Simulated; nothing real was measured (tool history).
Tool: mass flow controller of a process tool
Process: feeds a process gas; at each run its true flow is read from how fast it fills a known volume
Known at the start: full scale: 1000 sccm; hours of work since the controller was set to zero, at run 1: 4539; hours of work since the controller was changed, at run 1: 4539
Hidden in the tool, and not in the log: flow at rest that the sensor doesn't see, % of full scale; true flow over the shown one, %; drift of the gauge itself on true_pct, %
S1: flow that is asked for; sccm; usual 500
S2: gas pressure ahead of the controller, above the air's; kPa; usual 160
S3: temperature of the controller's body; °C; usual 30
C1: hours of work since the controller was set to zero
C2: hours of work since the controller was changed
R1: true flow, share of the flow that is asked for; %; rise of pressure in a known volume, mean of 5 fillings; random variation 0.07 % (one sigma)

run	hour	S1	S2	S3	C1	C2	R1
1	0.0	500	160	30	4539	4539	98.55
2	304.5	500	222	30	4683	4683	99.23
3	473.4	500	222	30	4763	4763	99.11
4	804.2	500	222	30	4920	4920	99.31
5	1061.2	500	160	39	5042	5042	97.90
6	1398.0	500	160	28	5202	5202	99.23
7	1719.3	500	160	30	5354	5354	99.14
8	2014.5	500	160	30	5494	5494	99.15
# hour 2135.1: controller exchanged for a calibrated one
9	2203.8	500	160	30	33	33	99.17
10	2368.9	500	160	30	111	111	99.26
11	2736.6	484	160	30	285	285	99.48
12	2955.0	484	160	30	389	389	99.42
13	3322.5	484	160	30	563	563	99.43
14	3626.0	500	160	30	707	707	99.84
15	4004.7	500	160	21	887	887	100.77
16	4387.4	500	274	21	1068	1068	101.60
17	4754.6	500	160	30	1243	1243	99.89
18	5074.8	500	160	30	1394	1394	100.12
19	5308.7	500	160	30	1505	1505	100.19
20	5623.1	500	160	30	1655	1655	100.04
21	5819.9	500	160	30	1748	1748	100.24
22	6030.9	500	160	30	1848	1848	100.33
# hour 6074.9: gauge calibrated
23	6212.6	500	160	30	1934	1934	98.72
24	6445.0	500	160	30	2044	2044	98.75
25	6832.4	500	160	24	2228	2228	99.45
26	7083.4	104	160	29	2347	2347	98.42
27	7388.3	193	160	33	2492	2492	98.27
28	7725.1	193	277	33	2652	2652	99.20
29	7894.4	193	266	33	2732	2732	99.22
30	8091.6	193	266	33	2825	2825	99.18
31	8346.8	193	266	33	2946	2946	99.45
32	8594.3	454	150	26	3064	3064	99.53
33	8850.1	500	179	25	3185	3185	100.09
34	9145.2	196	241	33	3325	3325	99.44
35	9432.0	196	241	33	3461	3461	99.31
36	9697.4	716	200	34	3587	3587	99.68
37	9923.0	716	200	34	3694	3694	99.70
38	10150.3	716	200	34	3802	3802	99.82
39	10430.1	419	160	30	3935	3935	99.91
40	10707.8	131	147	28	4066	4066	99.69
41	11040.8	131	147	28	4224	4224	99.61
42	11236.0	500	247	29	4317	4317	100.80
43	11515.6	359	243	22	4450	4450	101.47
44	11680.9	190	159	33	4528	4528	99.42
45	11850.8	232	192	29	4609	4609	100.29
46	12146.5	614	246	38	4749	4749	100.28
47	12409.3	500	238	28	4873	4873	101.22

4 ways to go on from here, each from the tool as it stands after run 47. What would each give?
A	12661.7	272	238	40	4993	4993	?
B	12661.7	137	155	37	4993	4993	?
C	12661.7	101	238	30	4993	4993	?
D	12661.7	511	228	28	4993	4993	?

run	R1
A	99.45
B	99.18
C	100.47
D	101.21
Without the tool's hidden state the same runs would have given:
run	R1
A	97.58
B	97.32
C	98.60
D	99.30
